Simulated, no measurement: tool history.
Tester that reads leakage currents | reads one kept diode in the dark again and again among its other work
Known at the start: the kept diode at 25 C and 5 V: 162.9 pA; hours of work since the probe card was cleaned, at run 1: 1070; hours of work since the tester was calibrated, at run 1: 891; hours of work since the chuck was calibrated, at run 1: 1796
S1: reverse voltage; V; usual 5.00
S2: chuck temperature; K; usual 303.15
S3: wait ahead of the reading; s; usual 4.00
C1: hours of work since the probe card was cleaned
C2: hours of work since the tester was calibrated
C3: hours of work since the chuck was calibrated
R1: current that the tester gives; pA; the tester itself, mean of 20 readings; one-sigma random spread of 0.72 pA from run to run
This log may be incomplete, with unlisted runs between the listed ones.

Run 1, hour 0.0: usual settings; C1 1070; C2 891; C3 1796. Result: R1 238.21 pA.
Run 2, hour 68.6: usual settings; C1 1114; C2 935; C3 1839. Result: R1 238.06 pA.
Run 3, hour 104.4: usual settings; C1 1136; C2 958; C3 1862. Result: R1 238.98 pA.
Run 4, hour 154.5: usual settings but S2 315.15 K; C1 1168; C2 989; C3 1894. Result: R1 563.84 pA.
Run 5, hour 197.5: usual settings but S2 315.15 K; C1 1196; C2 1017; C3 1921. Result: R1 563.66 pA.
Run 6, hour 243.7: usual settings but S2 315.15 K; C1 1225; C2 1046; C3 1951. Result: R1 565.57 pA.
Run 7, hour 283.3: usual settings but S2 315.15 K; C1 1250; C2 1071; C3 1976. Result: R1 566.61 pA.
Run 8, hour 324.8: usual settings but S2 315.15 K; C1 1276; C2 1098; C3 2002. Result: R1 566.38 pA.
Run 9, hour 388.2: usual settings but S2 315.15 K; C1 1317; C2 1138; C3 2042. Result: R1 565.80 pA.
Run 10, hour 449.3: usual settings but S1 1.48 V, S2 328.15 K; C1 1356; C2 1177; C3 2081. Result: R1 722.57 pA.
Run 11, hour 484.4: usual settings but S1 16.87 V, S2 298.15 K, S3 0.37 s; C1 1378; C2 1199; C3 2103. Result: R1 304.20 pA.
Run 12, hour 541.9: usual settings but S1 16.87 V, S2 298.15 K, S3 0.37 s; C1 1414; C2 1236; C3 2140. Result: R1 307.10 pA.
Run 13, hour 572.4: usual settings but S2 302.15 K, S3 1.56 s; C1 1434; C2 1255; C3 2159. Result: R1 222.29 pA.

Alternative continuations, all from the tool just after run 13; predict every row:
Run A, hour 614.4: usual settings but S2 322.15 K; C1 1461; C2 1282; C3 2186. Result: R1 ?.
Run B, hour 614.4: usual settings but S2 324.15 K, S3 1.56 s; C1 1461; C2 1282; C3 2186. Result: R1 ?.
Run C, hour 614.4: usual settings but S2 295.15 K, S3 5.34 s; C1 1461; C2 1282; C3 2186. Result: R1 ?.
Run D, hour 614.4: usual settings but S1 1.89 V, S2 299.15 K, S3 7.26 s; C1 1461; C2 1282; C3 2186. Result: R1 ?.

run       R1
  A   906.43
  B  1031.79
  C   129.02
  D   107.86
Without the tool's unlogged condition, the same runs would have read:
run       R1
  A   904.73
  B  1029.89
  C   128.72
  D   107.62
